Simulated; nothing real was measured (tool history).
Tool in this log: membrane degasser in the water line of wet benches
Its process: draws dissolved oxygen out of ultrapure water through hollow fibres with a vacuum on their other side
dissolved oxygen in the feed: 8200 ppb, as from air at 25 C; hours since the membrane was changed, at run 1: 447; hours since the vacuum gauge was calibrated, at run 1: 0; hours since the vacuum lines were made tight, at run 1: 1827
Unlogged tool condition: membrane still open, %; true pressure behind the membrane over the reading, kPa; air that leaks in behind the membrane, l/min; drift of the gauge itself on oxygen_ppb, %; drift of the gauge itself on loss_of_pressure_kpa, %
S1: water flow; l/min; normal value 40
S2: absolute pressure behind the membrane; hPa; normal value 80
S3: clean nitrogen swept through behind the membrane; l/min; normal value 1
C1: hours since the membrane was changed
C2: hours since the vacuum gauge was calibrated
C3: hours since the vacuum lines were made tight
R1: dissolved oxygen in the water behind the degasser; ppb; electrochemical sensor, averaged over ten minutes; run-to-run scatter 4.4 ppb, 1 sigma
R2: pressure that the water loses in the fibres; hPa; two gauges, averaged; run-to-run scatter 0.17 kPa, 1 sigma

run    hour  S1     S2    S3    C1    C2    C3      R1     R2
  1       0  40     80     1   447     0  1827     444  295.3
  2   181.7  40     80     1   629   182  2008     447    296
  3   463.5  40     80     1   911   463  2290   447.4  298.2
  4   760.4  34     80     1  1208   760  2587   363.5  254.4
  5  1111.6  34     80     1  1559  1112  2938   370.7  253.4
  6  1454.2  40  143.5     1  1902  1454  3281   900.5  300.8
  7  1690.4  40     80  2.38  2138  1690  3517   265.3  297.4
  8  1903.3  40     80  2.38  2351  1903  3730   259.6  299.3
  9    2176  40  198.5     1  2623  2176  4003  1255.4  300.5
 10  2392.9  48   74.3  0.79  2840  2393  4220   599.5  358.8
 11  2751.1  48   74.3  0.79  3198  2751  4578   612.1  362.8

The next listed run, before its measurement:
 12  2936.6  48  74.3  0.79  3384  2937  4763   ?   ?

Run 12 came out at R1 611.8 ppb, R2 360.9 hPa.
With no hidden state in the tool, this same run would have given R1 573.3 ppb, R2 351.1 hPa.

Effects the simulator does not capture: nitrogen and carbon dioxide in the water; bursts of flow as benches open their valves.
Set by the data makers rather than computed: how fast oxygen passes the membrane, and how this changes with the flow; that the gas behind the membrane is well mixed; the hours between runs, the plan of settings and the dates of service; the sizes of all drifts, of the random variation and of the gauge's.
